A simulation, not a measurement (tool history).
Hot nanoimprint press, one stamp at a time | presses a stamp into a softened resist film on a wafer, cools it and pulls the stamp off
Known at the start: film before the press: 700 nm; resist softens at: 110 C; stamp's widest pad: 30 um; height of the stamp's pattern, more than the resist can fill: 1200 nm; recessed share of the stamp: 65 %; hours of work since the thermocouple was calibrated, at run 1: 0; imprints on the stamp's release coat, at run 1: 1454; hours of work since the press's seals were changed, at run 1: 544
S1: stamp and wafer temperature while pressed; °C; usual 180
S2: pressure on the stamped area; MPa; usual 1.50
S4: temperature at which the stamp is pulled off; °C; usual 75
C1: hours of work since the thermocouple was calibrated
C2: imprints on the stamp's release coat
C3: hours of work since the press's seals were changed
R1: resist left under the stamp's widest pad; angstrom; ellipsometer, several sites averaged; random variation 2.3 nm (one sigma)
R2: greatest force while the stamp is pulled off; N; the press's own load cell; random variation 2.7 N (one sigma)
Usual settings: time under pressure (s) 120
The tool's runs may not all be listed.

run 1 hour=0.0 | S1=180 S2=1.50 time_under_pressure_(s)=120 S4=75 | C1=0 C2=1454 C3=544 | R1=3805 R2=152
run 2 hour=35.0 | S1=180 S2=1.50 time_under_pressure_(s)=120 S4=76 | C1=14 C2=1566 C3=558 | R1=3792 R2=159
run 3 hour=83.4 | S1=180 S2=1.50 time_under_pressure_(s)=120 S4=76 | C1=34 C2=1720 C3=578 | R1=3836 R2=163
run 4 hour=117.1 | S1=180 S2=1.50 time_under_pressure_(s)=120 S4=76 | C1=47 C2=1827 C3=591 | R1=3807 R2=161
run 5 hour=168.1 | S1=180 S2=1.50 time_under_pressure_(s)=120 S4=75 | C1=68 C2=1990 C3=612 | R1=3825 R2=165
run 6 hour=198.7 | S1=180 S2=1.50 time_under_pressure_(s)=120 S4=75 | C1=80 C2=2087 C3=624 | R1=3798 R2=164
-- hour=212.5 stamp cleaned and given a new release coat
run 7 hour=238.2 | S1=182 S2=1.50 time_under_pressure_(s)=120 S4=75 | C1=93 C2=82 C3=637 | R1=3667 R2=125
run 8 hour=270.4 | S1=182 S2=1.50 time_under_pressure_(s)=120 S4=75 | C1=106 C2=185 C3=650 | R1=3629 R2=128
run 9 hour=313.0 | S1=182 S2=1.50 time_under_pressure_(s)=120 S4=75 | C1=124 C2=320 C3=668 | R1=3666 R2=135
run 10 hour=340.6 | S1=182 S2=1.50 time_under_pressure_(s)=120 S4=75 | C1=135 C2=408 C3=679 | R1=3696 R2=137
run 11 hour=376.6 | S1=182 S2=1.50 time_under_pressure_(s)=120 S4=75 | C1=149 C2=523 C3=693 | R1=3665 R2=139
run 12 hour=418.1 | S1=180 S2=1.62 time_under_pressure_(s)=130 S4=75 | C1=166 C2=656 C3=710 | R1=3640 R2=136
run 13 hour=451.0 | S1=180 S2=1.01 time_under_pressure_(s)=120 S4=75 | C1=179 C2=760 C3=723 | R1=4535 R2=139
run 14 hour=474.4 | S1=180 S2=1.01 time_under_pressure_(s)=120 S4=75 | C1=188 C2=835 C3=733 | R1=4511 R2=144

How the hidden state differs across the entries between the runs, from the last listed run before each to the first after it:
Between runs 6 and 7: stamp cleaned and given a new release coat (hour 212.5)
  true temperature over the reading, C: -0.13 -> -0.16; pressure that arrives at the usual setting, %: 95.06 -> 94.95; grip of the stamp's worn release coat, % over a new coat's: 35.2 -> 1.3
  measured less the result without the state, R1: +96 -> +100 angstrom; R2: +43 -> +1 N
